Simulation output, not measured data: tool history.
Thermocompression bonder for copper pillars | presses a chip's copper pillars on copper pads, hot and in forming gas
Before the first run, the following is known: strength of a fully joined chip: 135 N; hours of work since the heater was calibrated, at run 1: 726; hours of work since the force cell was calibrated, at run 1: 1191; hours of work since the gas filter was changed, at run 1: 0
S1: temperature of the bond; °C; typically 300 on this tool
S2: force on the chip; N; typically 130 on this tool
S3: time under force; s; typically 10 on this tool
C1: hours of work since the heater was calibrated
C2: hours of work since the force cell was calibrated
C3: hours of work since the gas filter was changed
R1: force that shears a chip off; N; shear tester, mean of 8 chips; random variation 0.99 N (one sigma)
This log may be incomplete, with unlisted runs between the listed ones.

{"run": 1, "hour": 0.0, "S1": 300, "S2": 130, "S3": 10, "C1": 726, "C2": 1191, "C3": 0, "R1": 83.9}
{"run": 2, "hour": 29.6, "S1": 300, "S2": 130, "S3": 10, "C1": 746, "C2": 1211, "C3": 20, "R1": 84.3}
{"run": 3, "hour": 54.2, "S1": 300, "S2": 130, "S3": 10, "C1": 763, "C2": 1228, "C3": 37, "R1": 84}
{"run": 4, "hour": 68.2, "S1": 300, "S2": 130, "S3": 10, "C1": 773, "C2": 1238, "C3": 47, "R1": 85.8}
{"run": 5, "hour": 98.0, "S1": 300, "S2": 130, "S3": 10, "C1": 793, "C2": 1258, "C3": 67, "R1": 85.6}
{"run": 6, "hour": 115.6, "S1": 300, "S2": 130, "S3": 10, "C1": 805, "C2": 1270, "C3": 79, "R1": 85.6}
{"run": 7, "hour": 131.8, "S1": 300, "S2": 130, "S3": 10, "C1": 816, "C2": 1281, "C3": 90, "R1": 83.9}
{"run": 8, "hour": 156.7, "S1": 300, "S2": 130, "S3": 10, "C1": 833, "C2": 1298, "C3": 107, "R1": 87.3}
{"run": 9, "hour": 187.2, "S1": 300, "S2": 130, "S3": 10, "C1": 854, "C2": 1319, "C3": 128, "R1": 83.5}
{"hour": 198.2, "done": "force cell calibrated"}
{"run": 10, "hour": 217.1, "S1": 300, "S2": 130, "S3": 10, "C1": 873, "C2": 13, "C3": 147, "R1": 83.8}
{"run": 11, "hour": 240.0, "S1": 300, "S2": 130, "S3": 10, "C1": 889, "C2": 29, "C3": 163, "R1": 83.8}
{"run": 12, "hour": 255.1, "S1": 300, "S2": 130, "S3": 10, "C1": 899, "C2": 39, "C3": 173, "R1": 85.4}
{"run": 13, "hour": 276.4, "S1": 300, "S2": 185, "S3": 10, "C1": 914, "C2": 53, "C3": 188, "R1": 103.6}
{"run": 14, "hour": 290.0, "S1": 305, "S2": 130, "S3": 10, "C1": 923, "C2": 63, "C3": 197, "R1": 90.9}
{"hour": 297.3, "done": "forming gas filter changed"}
{"run": 15, "hour": 315.6, "S1": 305, "S2": 130, "S3": 10, "C1": 940, "C2": 80, "C3": 13, "R1": 89.6}
{"run": 16, "hour": 334.0, "S1": 305, "S2": 161, "S3": 10, "C1": 953, "C2": 93, "C3": 25, "R1": 99.9}
{"run": 17, "hour": 360.3, "S1": 300, "S2": 147, "S3": 10, "C1": 971, "C2": 111, "C3": 43, "R1": 92.6}
{"run": 18, "hour": 380.2, "S1": 300, "S2": 147, "S3": 10, "C1": 985, "C2": 124, "C3": 57, "R1": 90.6}
{"run": 19, "hour": 394.1, "S1": 300, "S2": 130, "S3": 10, "C1": 994, "C2": 134, "C3": 66, "R1": 84.4}
{"run": 20, "hour": 412.0, "S1": 300, "S2": 130, "S3": 10, "C1": 1006, "C2": 146, "C3": 78, "R1": 85.1}
{"run": 21, "hour": 441.7, "S1": 300, "S2": 138, "S3": 20, "C1": 1027, "C2": 166, "C3": 99, "R1": 106.2}
{"run": 22, "hour": 473.9, "S1": 271, "S2": 130, "S3": 6, "C1": 1049, "C2": 188, "C3": 121, "R1": 46.9}
{"run": 23, "hour": 494.6, "S1": 309, "S2": 190, "S3": 6, "C1": 1063, "C2": 202, "C3": 135, "R1": 99.7}
{"run": 24, "hour": 514.4, "S1": 309, "S2": 190, "S3": 6, "C1": 1076, "C2": 216, "C3": 148, "R1": 99.2}
{"run": 25, "hour": 527.7, "S1": 282, "S2": 190, "S3": 6, "C1": 1085, "C2": 225, "C3": 158, "R1": 76.1}
{"run": 26, "hour": 548.1, "S1": 300, "S2": 91, "S3": 10, "C1": 1099, "C2": 239, "C3": 171, "R1": 65.3}
{"run": 27, "hour": 572.9, "S1": 324, "S2": 118, "S3": 5, "C1": 1116, "C2": 256, "C3": 188, "R1": 85}
{"run": 28, "hour": 588.2, "S1": 324, "S2": 118, "S3": 5, "C1": 1127, "C2": 266, "C3": 199, "R1": 82.7}
{"hour": 593.2, "done": "forming gas filter changed"}
{"run": 29, "hour": 602.1, "S1": 300, "S2": 79, "S3": 10, "C1": 1136, "C2": 276, "C3": 6, "R1": 59.8}
{"run": 30, "hour": 630.4, "S1": 319, "S2": 136, "S3": 9, "C1": 1155, "C2": 295, "C3": 25, "R1": 100.1}
{"run": 31, "hour": 657.6, "S1": 300, "S2": 130, "S3": 10, "C1": 1174, "C2": 313, "C3": 44, "R1": 85.6}
{"run": 32, "hour": 690.0, "S1": 300, "S2": 81, "S3": 10, "C1": 1196, "C2": 336, "C3": 66, "R1": 63.1}
{"run": 33, "hour": 714.5, "S1": 300, "S2": 81, "S3": 10, "C1": 1213, "C2": 352, "C3": 83, "R1": 60.2}
{"run": 34, "hour": 732.4, "S1": 327, "S2": 168, "S3": 13, "C1": 1225, "C2": 365, "C3": 95, "R1": 123.9}
{"run": 35, "hour": 748.3, "S1": 272, "S2": 107, "S3": 10, "C1": 1236, "C2": 376, "C3": 106, "R1": 50.3}
{"run": 36, "hour": 772.0, "S1": 272, "S2": 107, "S3": 10, "C1": 1252, "C2": 392, "C3": 122, "R1": 49.7}
{"run": 37, "hour": 794.8, "S1": 272, "S2": 107, "S3": 10, "C1": 1268, "C2": 407, "C3": 138, "R1": 49.3}
{"run": 38, "hour": 823.9, "S1": 272, "S2": 107, "S3": 10, "C1": 1288, "C2": 427, "C3": 158, "R1": 50.1}
{"run": 39, "hour": 842.3, "S1": 278, "S2": 82, "S3": 24, "C1": 1300, "C2": 440, "C3": 170, "R1": 62.1}
{"run": 40, "hour": 861.3, "S1": 316, "S2": 79, "S3": 24, "C1": 1313, "C2": 453, "C3": 183, "R1": 94.9}

Here are 4 independent what-if runs from the current tool condition. What would each one return?
{"run": "A", "hour": 884.8, "S1": 273, "S2": 176, "S3": 26, "C1": 1329, "C2": 469, "C3": 199, "R1": "?"}
{"run": "B", "hour": 884.8, "S1": 278, "S2": 107, "S3": 15, "C1": 1329, "C2": 469, "C3": 199, "R1": "?"}
{"run": "C", "hour": 884.8, "S1": 296, "S2": 100, "S3": 17, "C1": 1329, "C2": 469, "C3": 199, "R1": "?"}
{"run": "D", "hour": 884.8, "S1": 311, "S2": 79, "S3": 24, "C1": 1329, "C2": 469, "C3": 199, "R1": "?"}

run=A R1=97.3
run=B R1=64.9
run=C R1=79.5
run=D R1=90.9
Had the tool no hidden state, the same runs would have come out as:
run=A R1=97.2
run=B R1=64.7
run=C R1=79.4
run=D R1=90.8
